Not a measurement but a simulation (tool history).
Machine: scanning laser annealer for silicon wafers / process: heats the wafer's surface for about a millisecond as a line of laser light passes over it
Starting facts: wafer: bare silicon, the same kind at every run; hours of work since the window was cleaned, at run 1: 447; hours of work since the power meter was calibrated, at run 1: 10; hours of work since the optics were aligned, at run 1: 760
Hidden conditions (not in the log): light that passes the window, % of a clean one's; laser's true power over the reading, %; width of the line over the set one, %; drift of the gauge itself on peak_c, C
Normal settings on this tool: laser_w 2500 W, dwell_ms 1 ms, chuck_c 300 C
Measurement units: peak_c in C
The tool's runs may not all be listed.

run	hour	laser_w	dwell_ms	chuck_c	hours of work since the window was cleaned	hours of work since the power meter was calibrated	hours of work since the optics were aligned	peak_c
1	0	2500	1	300	447	10	760	1034
2	5.3	2500	1	300	449	13	762	1037
3	10	2500	1	300	451	15	764	1033
4	16.4	2500	1	300	454	18	767	1036
5	26.8	2351	1	300	459	23	772	990
6	35.3	2351	1	300	463	27	776	990
7	42.9	2351	1	300	467	31	780	992
8	51.9	2351	0.84	300	471	35	784	924
9	58.6	2351	1.15	300	474	38	787	1043
10	64.9	2506	1.15	300	477	41	790	1092
11	70.9	2506	1.15	300	480	44	793	1088
12	80.9	2506	1.15	300	485	48	797	1094
13	89.1	2587	1	300	489	52	801	1056
14	97.2	2587	1	300	492	56	805	1053
15	106.8	2587	0.82	300	497	61	810	973
16	116.8	2587	0.78	300	502	65	814	955
17	127.1	2500	1	300	506	70	819	1030
18	132.8	2500	1	300	509	73	822	1028
19	139.4	2500	1	300	512	76	825	1027
20	149.6	2500	1	300	517	81	830	1029
21	157.5	2500	1	300	521	84	833	1027
22	163.6	2500	0.75	266	524	87	836	885
23	172.4	2500	0.75	266	528	91	840	887
24	180.5	2500	0.75	266	531	95	844	884
25	184.8	2500	0.75	266	533	97	846	887
26	193	2361	0.86	300	537	101	850	936
27	202.9	2232	1	306	542	106	855	957
# hour 206.4: laser's power meter calibrated
28	212.7	2487	1.17	338	545	3	858	1126
29	219.4	2487	1.17	338	548	6	861	1127
30	225.4	2487	1.17	338	551	9	864	1124
31	234.7	2487	1.17	338	555	13	868	1128
32	241.4	2468	0.81	300	559	16	871	938
# hour 249.9: laser's power meter calibrated, once more
33	252.7	2593	0.7	275	563	1	875	892
34	257.1	2500	0.73	287	565	3	877	894
35	265.4	2500	1	268	568	7	881	991
36	274.5	2733	1	328	573	12	886	1119
37	281.2	2339	1.09	328	576	15	889	1043
38	289.8	2251	0.89	322	580	19	893	933
39	298.9	2500	1.11	300	584	23	897	1066
40	303.3	2538	1	289	586	25	899	1025
41	309.2	2521	1.24	289	589	28	902	1112
42	314.7	2521	1.24	289	592	30	904	1115

How the hidden state differs across the entries between the runs, from the last listed run before each to the first after it:
Between runs 27 and 28: laser's power meter calibrated (hour 206.4)
  light that passes the window, % of a clean one's: 96.46 -> 96.44; laser's true power over the reading, %: -0.04 -> -0.07
  measured result minus the result with no hidden state, peak_c: -27 -> -32 C
Between runs 32 and 33: laser's power meter calibrated, once more (hour 249.9)
  light that passes the window, % of a clean one's: 96.36 -> 96.33; laser's true power over the reading, %: -0.08 -> 0.01
  measured result minus the result with no hidden state, peak_c: -27 -> -25 C
